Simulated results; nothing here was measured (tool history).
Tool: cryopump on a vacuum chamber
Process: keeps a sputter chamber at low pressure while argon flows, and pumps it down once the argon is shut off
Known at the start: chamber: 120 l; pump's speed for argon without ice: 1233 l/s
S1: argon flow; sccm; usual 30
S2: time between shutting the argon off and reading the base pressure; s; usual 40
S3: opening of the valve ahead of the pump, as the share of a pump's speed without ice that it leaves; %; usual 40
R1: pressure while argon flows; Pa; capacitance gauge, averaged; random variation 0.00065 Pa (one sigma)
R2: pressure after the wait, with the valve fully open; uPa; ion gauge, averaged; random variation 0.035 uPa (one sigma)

| run | hour | S1 | S2 | S3 | R1 | R2 |
|---|---|---|---|---|---|---|
| 1 | 0 | 30 | 40 | 40 | 0.1108 | 4.52 |
| 2 | 21.3 | 30 | 40 | 40 | 0.1108 | 4.48 |
| 3 | 34.5 | 30 | 40 | 40 | 0.1108 | 4.67 |
| 4 | 56.9 | 30 | 37 | 40 | 0.1117 | 4.66 |
| 5 | 77.1 | 30 | 37 | 40 | 0.1119 | 4.77 |
| 6 | 104.4 | 13 | 40 | 40 | 0.0479 | 4.79 |
| 7 | 121.8 | 13 | 40 | 40 | 0.0488 | 4.69 |
| 8 | 149.4 | 13 | 40 | 40 | 0.0497 | 4.69 |
| 9 | 172.1 | 30 | 40 | 40 | 0.1116 | 4.77 |
| 10 | 200.7 | 30 | 40 | 40 | 0.1118 | 4.84 |
|  | 223.6 | pump warmed up, emptied and cooled again |
| 11 | 224.5 | 35 | 40 | 40 | 0.1219 | 4.27 |
| 12 | 248.2 | 35 | 40 | 40 | 0.1207 | 4.16 |
| 13 | 262.7 | 30 | 40 | 40 | 0.1039 | 4.31 |
| 14 | 284.5 | 30 | 40 | 40 | 0.1043 | 4.4 |
| 15 | 307.5 | 30 | 40 | 40 | 0.1041 | 4.24 |
| 16 | 331.6 | 30 | 40 | 40 | 0.1038 | 4.39 |
| 17 | 348 | 30 | 40 | 40 | 0.1041 | 4.44 |
| 18 | 373.4 | 26 | 56 | 45 | 0.0817 | 3.88 |
| 19 | 401.9 | 22 | 40 | 32 | 0.0959 | 4.6 |
| 20 | 427.8 | 22 | 40 | 32 | 0.0971 | 4.52 |
| 21 | 451.5 | 22 | 40 | 32 | 0.0955 | 4.57 |
| 22 | 471.9 | 22 | 40 | 32 | 0.0958 | 4.53 |
| 23 | 491.6 | 58 | 40 | 36 | 0.2285 | 4.47 |
| 24 | 507.3 | 30 | 36 | 36 | 0.1164 | 4.91 |
| 25 | 527.8 | 31 | 145 | 27 | 0.1608 | 3.47 |
| 26 | 554.4 | 58 | 76 | 27 | 0.3008 | 3.98 |
| 27 | 575.6 | 12 | 152 | 20 | 0.0827 | 3.5 |
| 28 | 596.2 | 12 | 152 | 20 | 0.0835 | 3.63 |
| 29 | 614.4 | 30 | 40 | 53 | 0.0813 | 4.8 |
| 30 | 636 | 30 | 40 | 53 | 0.0829 | 4.77 |
| 31 | 660.9 | 30 | 40 | 53 | 0.0812 | 4.94 |
| 32 | 681.7 | 13 | 40 | 53 | 0.0349 | 4.82 |
| 33 | 701.9 | 13 | 40 | 53 | 0.0356 | 5.07 |
| 34 | 730.2 | 13 | 40 | 53 | 0.0352 | 4.93 |

Forecast each of these 4 alternatives for the next run:
| A | 754.5 | 44 | 130 | 18 | ? | ? |
| B | 754.5 | 27 | 70 | 40 | ? | ? |
| C | 754.5 | 38 | 40 | 42 | ? | ? |
| D | 754.5 | 32 | 40 | 27 | ? | ? |

| run | R1 | R2 |
|---|---|---|
| A | 0.3449 | 3.79 |
| B | 0.0971 | 4.35 |
| C | 0.1305 | 5.04 |
| D | 0.1675 | 5.09 |
Without the tool's hidden state the same runs would have given:
| run | R1 | R2 |
|---|---|---|
| A | 0.3368 | 0.74 |
| B | 0.0922 | 1.26 |
| C | 0.1236 | 1.94 |
| D | 0.1617 | 1.94 |
